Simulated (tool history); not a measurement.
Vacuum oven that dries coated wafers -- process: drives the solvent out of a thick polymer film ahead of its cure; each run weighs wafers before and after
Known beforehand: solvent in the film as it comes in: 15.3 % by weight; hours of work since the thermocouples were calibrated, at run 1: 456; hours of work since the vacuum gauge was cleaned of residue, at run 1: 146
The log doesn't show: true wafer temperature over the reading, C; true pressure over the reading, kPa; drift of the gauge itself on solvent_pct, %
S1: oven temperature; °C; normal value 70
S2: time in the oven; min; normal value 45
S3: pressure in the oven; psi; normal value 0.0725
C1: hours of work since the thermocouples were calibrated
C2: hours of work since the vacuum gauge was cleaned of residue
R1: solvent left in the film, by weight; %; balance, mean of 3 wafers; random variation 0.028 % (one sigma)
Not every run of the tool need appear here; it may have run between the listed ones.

run,hour,S1,S2,S3,C1,C2,R1
1,0.0,70,45,0.0725,456,146,1.41
2,34.1,70,45,0.0725,472,162,1.37
3,100.7,70,45,0.0725,504,194,1.37
4,154.5,70,45,0.0725,529,219,1.43
5,216.1,70,45,0.0725,558,248,1.41
6,272.0,70,45,0.1169,585,275,1.53
# hour 314.1: oven's thermocouples calibrated
7,331.8,70,45,0.1169,8,302,1.39
8,364.7,70,45,0.1169,24,318,1.34
9,419.6,70,45,0.0725,50,344,1.33
10,463.6,70,45,0.0725,71,364,1.33
11,524.3,70,45,0.0725,99,393,1.33
12,589.4,70,45,0.0725,130,424,1.35
13,647.9,70,45,0.0989,158,452,1.37
14,705.1,70,45,0.0725,185,479,1.36
15,749.9,70,45,0.0579,206,500,1.30
16,779.9,70,45,0.0579,220,514,1.36
17,815.3,70,45,0.0579,237,531,1.33
18,881.2,70,26,0.0725,268,562,3.37
19,940.0,70,45,0.1575,296,590,1.58
# hour 946.0: vacuum gauge cleaned of residue and calibrated
20,996.2,70,45,0.1575,322,24,1.58
21,1048.3,70,45,0.1575,347,48,1.58
22,1096.9,70,45,0.1575,370,71,1.64
# hour 1124.4: vacuum gauge cleaned of residue and calibrated, once more
23,1158.9,70,45,0.1575,398,16,1.54
24,1207.0,70,45,0.1566,421,39,1.60
25,1258.2,62,37,0.2725,445,63,4.37
26,1308.9,61,27,0.1500,469,87,5.83
27,1355.0,69,40,0.0725,491,109,1.97
28,1388.7,74,45,0.2176,507,125,1.09
29,1438.9,74,45,0.2176,531,149,1.12
30,1477.4,63,33,0.0468,549,167,4.20
31,1512.4,58,35,0.0468,565,184,5.23
32,1553.3,60,79,0.0468,585,203,1.53
# hour 1597.0: oven's thermocouples calibrated
33,1619.9,85,23,0.1157,11,233,0.84
34,1650.9,64,32,0.2071,26,248,3.86
35,1705.2,77,44,0.2071,51,274,0.65
36,1767.6,77,51,0.1443,81,303,0.43
37,1834.8,56,36,0.0870,112,335,5.29
38,1901.3,69,74,0.1369,144,367,0.54
39,1959.1,69,74,0.1369,171,394,0.61
40,2001.3,69,39,0.0883,191,414,1.80
41,2037.3,74,46,0.2022,208,431,0.89
42,2074.4,74,46,0.2022,226,448,0.91
43,2121.7,74,46,0.2022,248,471,0.86
44,2177.5,74,46,0.2022,275,497,0.86
45,2207.6,74,46,0.2022,289,511,0.89
46,2253.1,77,47,0.0725,310,533,0.47
47,2307.6,77,28,0.0632,336,559,1.49

Across each entry between runs, compare the hidden state at the last listed run before it with the hidden state at the first listed run after it:
From run 6 to run 7: oven's thermocouples calibrated (hour 314.1)
  true wafer temperature over the reading, C: -1.26 -> -0.37; true pressure over the reading, kPa: 0.095 -> 0.103
  difference, measured minus the result without the unlogged condition, R1: +0.22 -> +0.08 %
From run 19 to run 20: vacuum gauge cleaned of residue and calibrated (hour 946.0)
  true wafer temperature over the reading, C: -0.87 -> -0.92; true pressure over the reading, kPa: 0.195 -> 0.28
  difference, measured minus the result without the unlogged condition, R1: +0.20 -> +0.23 %
From run 22 to run 23: vacuum gauge cleaned of residue and calibrated, once more (hour 1124.4)
  true wafer temperature over the reading, C: -1 -> -1.05; true pressure over the reading, kPa: 0.295 -> 0.001
  difference, measured minus the result without the unlogged condition, R1: +0.25 -> +0.17 %
From run 32 to run 33: oven's thermocouples calibrated (hour 1597.0)
  true wafer temperature over the reading, C: -1.37 -> 0.65; true pressure over the reading, kPa: 0.061 -> 0.07
  difference, measured minus the result without the unlogged condition, R1: +0.26 -> -0.06 %
